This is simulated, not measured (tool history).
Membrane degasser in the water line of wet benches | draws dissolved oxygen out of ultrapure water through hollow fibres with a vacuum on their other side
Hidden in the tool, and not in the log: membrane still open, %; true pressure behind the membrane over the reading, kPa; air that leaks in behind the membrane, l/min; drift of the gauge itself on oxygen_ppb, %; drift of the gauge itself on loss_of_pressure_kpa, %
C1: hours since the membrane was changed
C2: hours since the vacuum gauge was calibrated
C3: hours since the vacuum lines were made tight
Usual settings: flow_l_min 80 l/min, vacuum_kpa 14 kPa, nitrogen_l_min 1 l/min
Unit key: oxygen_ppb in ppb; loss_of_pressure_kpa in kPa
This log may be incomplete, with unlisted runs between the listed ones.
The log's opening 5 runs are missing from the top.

run 6 hour=179.6 | flow_l_min=80 vacuum_kpa=14 nitrogen_l_min=1 | C1=2540 C2=8315 C3=3108 | oxygen_ppb=1293.6 loss_of_pressure_kpa=42.6
run 7 hour=221.4 | flow_l_min=64 vacuum_kpa=14 nitrogen_l_min=1 | C1=2582 C2=8356 C3=3150 | oxygen_ppb=1114.6 loss_of_pressure_kpa=34.3
run 8 hour=256.4 | flow_l_min=64 vacuum_kpa=14 nitrogen_l_min=1 | C1=2617 C2=8392 C3=3185 | oxygen_ppb=1112.7 loss_of_pressure_kpa=34.23
run 9 hour=309 | flow_l_min=64 vacuum_kpa=14 nitrogen_l_min=1 | C1=2669 C2=8444 C3=3237 | oxygen_ppb=1118.6 loss_of_pressure_kpa=33.93
run 10 hour=376.5 | flow_l_min=80 vacuum_kpa=14 nitrogen_l_min=1 | C1=2737 C2=8512 C3=3305 | oxygen_ppb=1296.9 loss_of_pressure_kpa=43.06
run 11 hour=411.9 | flow_l_min=80 vacuum_kpa=14 nitrogen_l_min=1 | C1=2772 C2=8547 C3=3340 | oxygen_ppb=1294.3 loss_of_pressure_kpa=42.86
run 12 hour=455.9 | flow_l_min=58 vacuum_kpa=14 nitrogen_l_min=1 | C1=2816 C2=8591 C3=3384 | oxygen_ppb=1047.9 loss_of_pressure_kpa=31.31
run 13 hour=521.6 | flow_l_min=58 vacuum_kpa=14 nitrogen_l_min=1 | C1=2882 C2=8657 C3=3450 | oxygen_ppb=1043 loss_of_pressure_kpa=31.46
run 14 hour=586.3 | flow_l_min=58 vacuum_kpa=14 nitrogen_l_min=1 | C1=2947 C2=8721 C3=3515 | oxygen_ppb=1045.6 loss_of_pressure_kpa=31.37
run 15 hour=622.1 | flow_l_min=58 vacuum_kpa=14 nitrogen_l_min=1 | C1=2982 C2=8757 C3=3550 | oxygen_ppb=1039.8 loss_of_pressure_kpa=31.3

Run 16 is up next; what results do you expect?
-- hour=677.1 gauge calibrated
run 16 hour=690.2 | flow_l_min=58 vacuum_kpa=14 nitrogen_l_min=1 | C1=3050 C2=8825 C3=3619 | oxygen_ppb=? loss_of_pressure_kpa=?

oxygen_ppb: 1044 ppb
loss_of_pressure_kpa: 30.75 kPa
Were there no unlogged condition in the tool, this run, its random variation unchanged, would have produced oxygen_ppb 1043.4 ppb, loss_of_pressure_kpa 30.73 kPa.
